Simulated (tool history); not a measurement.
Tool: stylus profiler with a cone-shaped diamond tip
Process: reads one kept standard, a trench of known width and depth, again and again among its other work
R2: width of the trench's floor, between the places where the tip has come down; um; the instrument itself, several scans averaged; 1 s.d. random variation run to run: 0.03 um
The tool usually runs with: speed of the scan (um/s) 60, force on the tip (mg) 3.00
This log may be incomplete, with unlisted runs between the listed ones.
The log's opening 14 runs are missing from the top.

{"run": 15, "hour": 232.4, "speed of the scan (um/s)": 103, "force on the tip (mg)": 3.0, "depth of the trench (nm)": 1018.84, "R2": 93.1}
{"run": 16, "hour": 246.2, "speed of the scan (um/s)": 103, "force on the tip (mg)": 3.0, "depth of the trench (nm)": 1019.02, "R2": 93.09}
{"run": 17, "hour": 257.7, "speed of the scan (um/s)": 60, "force on the tip (mg)": 3.0, "depth of the trench (nm)": 1018.94, "R2": 93.23}
{"run": 18, "hour": 273.7, "speed of the scan (um/s)": 149, "force on the tip (mg)": 3.0, "depth of the trench (nm)": 1018.93, "R2": 93.0}
{"run": 19, "hour": 290.4, "speed of the scan (um/s)": 149, "force on the tip (mg)": 3.0, "depth of the trench (nm)": 1018.78, "R2": 92.96}
{"run": 20, "hour": 307.2, "speed of the scan (um/s)": 149, "force on the tip (mg)": 3.0, "depth of the trench (nm)": 1018.89, "R2": 92.99}
{"run": 21, "hour": 322.0, "speed of the scan (um/s)": 60, "force on the tip (mg)": 3.0, "depth of the trench (nm)": 1018.97, "R2": 93.16}
{"run": 22, "hour": 338.5, "speed of the scan (um/s)": 60, "force on the tip (mg)": 3.0, "depth of the trench (nm)": 1019.22, "R2": 93.15}
{"run": 23, "hour": 359.7, "speed of the scan (um/s)": 60, "force on the tip (mg)": 3.0, "depth of the trench (nm)": 1018.96, "R2": 93.17}
{"run": 24, "hour": 378.7, "speed of the scan (um/s)": 60, "force on the tip (mg)": 3.0, "depth of the trench (nm)": 1018.89, "R2": 93.14}

Run 25, settings as shown, results not yet in. Your forecast:
{"run": 25, "hour": 399.3, "speed of the scan (um/s)": 50, "force on the tip (mg)": 2.02, "depth of the trench (nm)": "?", "R2": "?"}

depth of the trench (nm): 1014.53
R2: 93.08 um
With no hidden state in the tool, this same run would have given depth of the trench (nm) 1014.09, R2 93.83 um.
